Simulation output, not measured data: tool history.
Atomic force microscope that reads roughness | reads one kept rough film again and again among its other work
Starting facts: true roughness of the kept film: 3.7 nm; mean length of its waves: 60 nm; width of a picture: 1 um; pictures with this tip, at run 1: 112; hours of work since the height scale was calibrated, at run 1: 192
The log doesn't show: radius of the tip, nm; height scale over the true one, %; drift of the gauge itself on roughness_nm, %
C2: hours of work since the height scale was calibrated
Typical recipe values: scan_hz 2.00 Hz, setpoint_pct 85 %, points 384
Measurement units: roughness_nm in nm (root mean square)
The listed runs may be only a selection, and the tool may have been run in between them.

run 1 hour=0.0 | scan_hz=2.00 setpoint_pct=85 points=384 | pictures_with_this_tip=112 C2=192 | roughness_nm=3.231
run 2 hour=9.6 | scan_hz=2.00 setpoint_pct=85 points=384 | pictures_with_this_tip=125 C2=199 | roughness_nm=3.222
run 3 hour=22.7 | scan_hz=2.00 setpoint_pct=85 points=384 | pictures_with_this_tip=142 C2=208 | roughness_nm=3.207
run 4 hour=30.2 | scan_hz=2.00 setpoint_pct=85 points=384 | pictures_with_this_tip=152 C2=214 | roughness_nm=3.195
run 5 hour=40.7 | scan_hz=2.00 setpoint_pct=72 points=384 | pictures_with_this_tip=166 C2=222 | roughness_nm=3.325
-- hour=44.7 new tip fitted
run 6 hour=47.5 | scan_hz=2.00 setpoint_pct=85 points=1020 | pictures_with_this_tip=4 C2=226 | roughness_nm=3.339
run 7 hour=54.3 | scan_hz=2.00 setpoint_pct=85 points=384 | pictures_with_this_tip=13 C2=231 | roughness_nm=3.319
run 8 hour=67.4 | scan_hz=2.82 setpoint_pct=85 points=384 | pictures_with_this_tip=31 C2=241 | roughness_nm=3.191
run 9 hour=78.1 | scan_hz=2.82 setpoint_pct=85 points=316 | pictures_with_this_tip=45 C2=248 | roughness_nm=3.197
-- hour=79.7 height scale calibrated on a step standard
run 10 hour=89.5 | scan_hz=2.00 setpoint_pct=85 points=415 | pictures_with_this_tip=59 C2=7 | roughness_nm=3.262

Expected results for the next run?
run 11 hour=101.2 | scan_hz=3.46 setpoint_pct=85 points=586 | pictures_with_this_tip=74 C2=16 | roughness_nm=?

{"run 11": {"roughness_nm": 3.078}}
On a tool with no hidden condition, and with the same random variation, this run would have come out at roughness_nm 3.163 nm (root mean square).
